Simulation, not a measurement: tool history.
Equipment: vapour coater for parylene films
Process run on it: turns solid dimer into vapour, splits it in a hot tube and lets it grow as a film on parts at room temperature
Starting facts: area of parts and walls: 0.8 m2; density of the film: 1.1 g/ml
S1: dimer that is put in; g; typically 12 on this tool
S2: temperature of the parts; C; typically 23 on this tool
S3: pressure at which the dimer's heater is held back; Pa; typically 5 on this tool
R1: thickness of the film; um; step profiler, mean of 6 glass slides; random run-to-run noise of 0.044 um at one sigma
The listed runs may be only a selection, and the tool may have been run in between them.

| run | hour | S1 | S2 | S3 | R1 |
|---|---|---|---|---|---|
| 1 | 0 | 12 | 23 | 5 | 9.4 |
| 2 | 42.8 | 12 | 23 | 5 | 9.35 |
| 3 | 70.7 | 12 | 23 | 5 | 9.38 |
| 4 | 108.8 | 12 | 23 | 5 | 9.38 |
| 5 | 140.6 | 12 | 23 | 5 | 9.38 |
| 6 | 190 | 12 | 23 | 5 | 9.28 |
| 7 | 231.2 | 12 | 28 | 5 | 7.26 |
| 8 | 276 | 11 | 23 | 5 | 8.56 |
| 9 | 324.9 | 11 | 23 | 5 | 8.58 |
| 10 | 360.7 | 12 | 23 | 4.25 | 9.7 |
| 11 | 400.2 | 12 | 23 | 4.25 | 9.78 |
| 12 | 420.5 | 12 | 23 | 5 | 9.38 |
| 13 | 469.9 | 21 | 23 | 5 | 16.34 |
| 14 | 517.9 | 21 | 23 | 5 | 16.41 |
| 15 | 548.4 | 21 | 23 | 5 | 16.51 |

Run 16, settings as shown, results not yet in. Your forecast:
| 16 | 574.3 | 6 | 20 | 2.49 | ? |

R1: 6.37 um
On a tool with no hidden condition, and with the same random variation, this run would have come out at R1 6.37 um.

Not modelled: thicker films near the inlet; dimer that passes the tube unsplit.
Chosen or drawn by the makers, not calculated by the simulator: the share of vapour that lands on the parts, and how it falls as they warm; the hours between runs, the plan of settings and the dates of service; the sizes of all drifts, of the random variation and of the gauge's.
